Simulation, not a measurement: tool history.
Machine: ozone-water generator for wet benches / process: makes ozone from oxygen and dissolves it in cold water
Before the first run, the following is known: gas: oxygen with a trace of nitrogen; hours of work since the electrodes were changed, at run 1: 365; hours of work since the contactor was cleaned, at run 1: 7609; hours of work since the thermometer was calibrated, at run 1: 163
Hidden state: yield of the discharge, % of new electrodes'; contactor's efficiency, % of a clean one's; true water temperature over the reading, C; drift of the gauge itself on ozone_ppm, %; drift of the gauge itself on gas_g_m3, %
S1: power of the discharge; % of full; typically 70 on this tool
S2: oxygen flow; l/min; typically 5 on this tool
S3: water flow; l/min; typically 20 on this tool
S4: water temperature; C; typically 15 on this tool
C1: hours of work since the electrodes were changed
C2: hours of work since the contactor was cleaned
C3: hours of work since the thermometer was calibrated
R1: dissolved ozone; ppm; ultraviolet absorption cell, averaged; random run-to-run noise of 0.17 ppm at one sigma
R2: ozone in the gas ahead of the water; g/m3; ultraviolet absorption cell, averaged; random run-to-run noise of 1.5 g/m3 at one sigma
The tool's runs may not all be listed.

run	hour	S1	S2	S3	S4	C1	C2	C3	R1	R2
1	0	70	5	20	15	365	7609	163	21.1	277.2
2	64.7	70	5	20	15	404	7649	203	21.3	276.5
3	119.6	70	5	20	15	438	7682	236	21	276.7
4	190.2	70	7.35	20	15	481	7725	279	21.7	232.6
5	244.7	70	7.35	20	15	514	7758	312	21.8	232
6	304	54	5	20	15	550	7795	348	17.1	222.9
7	363	54	5	20	15	586	7830	384	17.1	223.3
8	402.6	54	5	20	15	610	7855	408	17	226.1
9	479.8	54	5	20	15	657	7902	455	16.9	224.7
10	528.1	70	5	19	17	687	7931	485	21.3	274.9
11	601.6	63	3.83	28	18	731	7976	530	12.7	284.7
12	640.7	56	7.96	14	19	755	7999	553	22.1	184.9
13	725.7	74	3.47	29	15	807	8051	605	13.6	339.3
14	790	74	3.47	29	15	846	8090	644	13.7	338.9
15	829.6	74	3.47	29	15	870	8114	668	13.6	339.9
# hour 883.4: contactor cleaned
16	900.2	70	5.56	19	13	911	10	709	24.2	259.4
17	944.9	70	5.56	19	13	938	37	736	24.2	260.4
18	989.9	57	3.75	20	8	965	65	764	19	264.6

Predict each of these 4 candidate next runs independently; none follows another, all start after run 18:
A	1058.7	57	2.73	13	8	1007	107	805	?	?
B	1058.7	95	3.49	20	22	1007	107	805	?	?
C	1058.7	57	4.15	20	8	1007	107	805	?	?
D	1058.7	57	2.52	17	9	1007	107	805	?	?

run	R1	R2
A	28	309.1
B	24.8	414.1
C	19.5	253
D	20.2	317.7
With no hidden state in the tool, these same runs would have given:
run	R1	R2
A	28.6	314.8
B	25.6	425.7
C	19.9	257.6
D	20.7	323.5
